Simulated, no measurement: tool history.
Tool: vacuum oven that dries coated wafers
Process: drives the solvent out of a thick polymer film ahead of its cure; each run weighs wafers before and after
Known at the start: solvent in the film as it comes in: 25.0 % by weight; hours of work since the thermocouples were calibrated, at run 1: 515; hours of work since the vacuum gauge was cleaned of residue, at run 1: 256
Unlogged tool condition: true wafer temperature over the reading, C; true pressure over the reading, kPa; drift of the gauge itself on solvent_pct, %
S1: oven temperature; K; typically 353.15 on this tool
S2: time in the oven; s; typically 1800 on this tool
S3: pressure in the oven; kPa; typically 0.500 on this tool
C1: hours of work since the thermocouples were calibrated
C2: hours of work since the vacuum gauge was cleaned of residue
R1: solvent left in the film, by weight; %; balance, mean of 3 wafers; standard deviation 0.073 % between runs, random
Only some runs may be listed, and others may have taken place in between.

run 1 hour=0.0 | S1=353.15 S2=1800 S3=0.500 | C1=515 C2=256 | R1=6.06
run 2 hour=48.6 | S1=353.15 S2=1800 S3=0.500 | C1=535 C2=276 | R1=5.93
run 3 hour=125.9 | S1=353.15 S2=1800 S3=0.500 | C1=567 C2=308 | R1=6.12
run 4 hour=176.8 | S1=353.15 S2=1800 S3=0.500 | C1=589 C2=330 | R1=5.99
run 5 hour=235.7 | S1=353.15 S2=1800 S3=0.500 | C1=613 C2=354 | R1=6.05
run 6 hour=317.1 | S1=353.15 S2=1800 S3=0.500 | C1=647 C2=388 | R1=6.08
run 7 hour=416.7 | S1=340.15 S2=1800 S3=0.500 | C1=688 C2=429 | R1=12.91
run 8 hour=511.0 | S1=340.15 S2=1800 S3=0.500 | C1=727 C2=468 | R1=12.98
run 9 hour=597.6 | S1=353.15 S2=1800 S3=0.500 | C1=763 C2=504 | R1=6.21
run 10 hour=708.7 | S1=353.15 S2=1800 S3=0.500 | C1=810 C2=551 | R1=6.30
run 11 hour=812.3 | S1=353.15 S2=1800 S3=0.500 | C1=853 C2=594 | R1=6.46
run 12 hour=887.1 | S1=353.15 S2=1800 S3=0.832 | C1=884 C2=625 | R1=6.50
run 13 hour=984.6 | S1=353.15 S2=1800 S3=0.832 | C1=924 C2=665 | R1=6.51
run 14 hour=1058.3 | S1=353.15 S2=1800 S3=0.832 | C1=955 C2=696 | R1=6.49
run 15 hour=1133.6 | S1=352.15 S2=1800 S3=0.500 | C1=986 C2=727 | R1=7.12
run 16 hour=1225.6 | S1=365.15 S2=1800 S3=0.500 | C1=1024 C2=765 | R1=1.60
run 17 hour=1284.6 | S1=359.15 S2=960 S3=0.500 | C1=1049 C2=790 | R1=7.99
run 18 hour=1351.9 | S1=351.15 S2=2040 S3=0.337 | C1=1077 C2=818 | R1=6.65
run 19 hour=1400.1 | S1=363.15 S2=2400 S3=0.391 | C1=1097 C2=838 | R1=1.14
run 20 hour=1484.1 | S1=363.15 S2=2400 S3=0.391 | C1=1132 C2=873 | R1=1.19
run 21 hour=1577.8 | S1=363.15 S2=2400 S3=0.391 | C1=1171 C2=912 | R1=1.28
run 22 hour=1638.2 | S1=352.15 S2=1080 S3=1.105 | C1=1196 C2=937 | R1=11.25
run 23 hour=1701.0 | S1=355.15 S2=1800 S3=1.735 | C1=1222 C2=963 | R1=6.31
run 24 hour=1805.5 | S1=353.15 S2=1260 S3=0.500 | C1=1265 C2=1006 | R1=9.61
run 25 hour=1904.2 | S1=353.15 S2=960 S3=1.341 | C1=1306 C2=1047 | R1=11.44
run 26 hour=2000.0 | S1=353.15 S2=960 S3=1.341 | C1=1346 C2=1087 | R1=11.68
run 27 hour=2091.3 | S1=352.15 S2=1080 S3=0.882 | C1=1384 C2=1125 | R1=11.30
run 28 hour=2194.9 | S1=353.15 S2=1320 S3=1.351 | C1=1427 C2=1168 | R1=9.73

Consider 4 possible next runs. They are alternatives, not a sequence: every one starts from the tool as it was left by run 28. What does each give?
run A hour=2277.7 | S1=353.15 S2=1980 S3=1.351 | C1=1461 C2=1202 | R1=?
run B hour=2277.7 | S1=353.15 S2=1320 S3=0.341 | C1=1461 C2=1202 | R1=?
run C hour=2277.7 | S1=360.15 S2=2580 S3=1.351 | C1=1461 C2=1202 | R1=?
run D hour=2277.7 | S1=353.15 S2=1620 S3=0.500 | C1=1461 C2=1202 | R1=?

run=A R1=6.72
run=B R1=9.24
run=C R1=2.25
run=D R1=7.73
Without the tool's unlogged condition, the same runs would have read:
run=A R1=5.07
run=B R1=7.54
run=C R1=1.41
run=D R1=6.06
